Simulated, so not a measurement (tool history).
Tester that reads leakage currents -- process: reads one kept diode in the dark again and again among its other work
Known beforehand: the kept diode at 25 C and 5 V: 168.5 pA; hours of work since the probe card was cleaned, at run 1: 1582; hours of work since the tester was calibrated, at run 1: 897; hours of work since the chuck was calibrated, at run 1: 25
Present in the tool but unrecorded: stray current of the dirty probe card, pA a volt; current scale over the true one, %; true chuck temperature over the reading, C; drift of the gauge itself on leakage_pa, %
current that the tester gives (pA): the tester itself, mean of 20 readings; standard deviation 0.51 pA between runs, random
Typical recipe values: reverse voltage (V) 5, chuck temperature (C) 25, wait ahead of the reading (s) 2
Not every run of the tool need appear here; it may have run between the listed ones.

run	hour	reverse voltage (V)	chuck temperature (C)	wait ahead of the reading (s)	hours of work since the probe card was cleaned	hours of work since the tester was calibrated	hours of work since the chuck was calibrated	current that the tester gives (pA)
1	0	5	25	2	1582	897	25	174.43
2	37.9	5	41	2	1610	925	53	548.71
3	74.8	1.65	25	2	1638	953	81	113.7
4	105.3	1.65	25	2	1661	976	104	113.79
5	121.5	4.45	25	2	1673	988	116	168.48
6	145.1	5	25	2	1691	1006	133	174.41
7	167.4	5	25	2	1708	1022	150	175.78
8	190.1	3.04	25	2	1725	1039	167	144.14
9	221.3	5	30	2	1748	1063	191	254
10	256.7	5	30	2	1774	1089	217	253.55
11	274.6	5	30	2	1788	1103	231	254.06
12	309.6	5	30	2	1814	1129	257	253.44
13	329.3	5	51	2	1829	1144	272	1070.92
14	346.9	5	51	2	1842	1157	285	1066.74
15	368.8	5	25	2	1858	1173	301	176.56
16	402.9	5	34	2	1884	1199	327	340.94
17	438.9	1.06	25	2	1911	1226	354	96.87
18	474.7	1.06	25	2	1938	1253	381	97.01
19	512.2	2.48	25	2	1966	1281	409	134.38
20	535.1	2.48	25	2	1983	1298	426	134.57
21	562.7	5	48	2	2004	1319	447	881.83
22	590.7	13.68	51	5.35	2025	1340	468	1573.26
23	612.9	13.68	51	5.35	2041	1356	484	1573.54
24	647.6	15.63	53	1.21	2068	1382	510	1877.33
25	677.3	15.63	53	1.21	2090	1405	533	1887.7
26	705.5	12.8	26	8.4	2111	1426	554	280.15
27	731.1	2.22	26	1.18	2130	1445	573	139.91
28	747.2	10.58	37	2	2142	1457	585	566.81
29	784.7	8.71	20	0.6	2170	1485	613	160.25
30	807.2	7.55	20	0.6	2187	1502	630	149.92
31	830.7	5	38	2	2205	1520	648	450.13
32	850.4	5	38	2	2220	1534	662	453.92
33	881.1	14.57	29	2.96	2243	1557	685	369.24
34	908.7	5.35	58	2.96	2263	1578	706	1720.43
35	929.8	7.43	25	2	2279	1594	722	210.93
36	946.4	7.43	25	2	2292	1606	734	211.79
37	973	1.43	31	4.72	2312	1626	754	171.85
38	1010.2	1.43	31	3.91	2339	1654	782	171.01
39	1034.7	1.43	31	3.91	2358	1672	800	172.09

The same runs without the tool's hidden state, with the same run-to-run variation:
run	current that the tester gives (pA)
1	169.43
2	543.98
3	111.92
4	111.91
5	163.35
6	168.57
7	169.77
8	140.34
9	247.52
10	246.83
11	247.2
12	246.34
13	1061.14
14	1056.6
15	169.36
16	332.65
17	94.83
18	94.88
19	129.98
20	130.08
21	868.49
22	1542.49
23	1542.04
24	1839.81
25	1848.83
26	258.76
27	134.99
28	544.94
29	145.46
30	136.83
31	436.85
32	440.35
33	341.93
34	1691.33
35	196.21
36	196.9
37	166.75
38	165.78
39	166.73
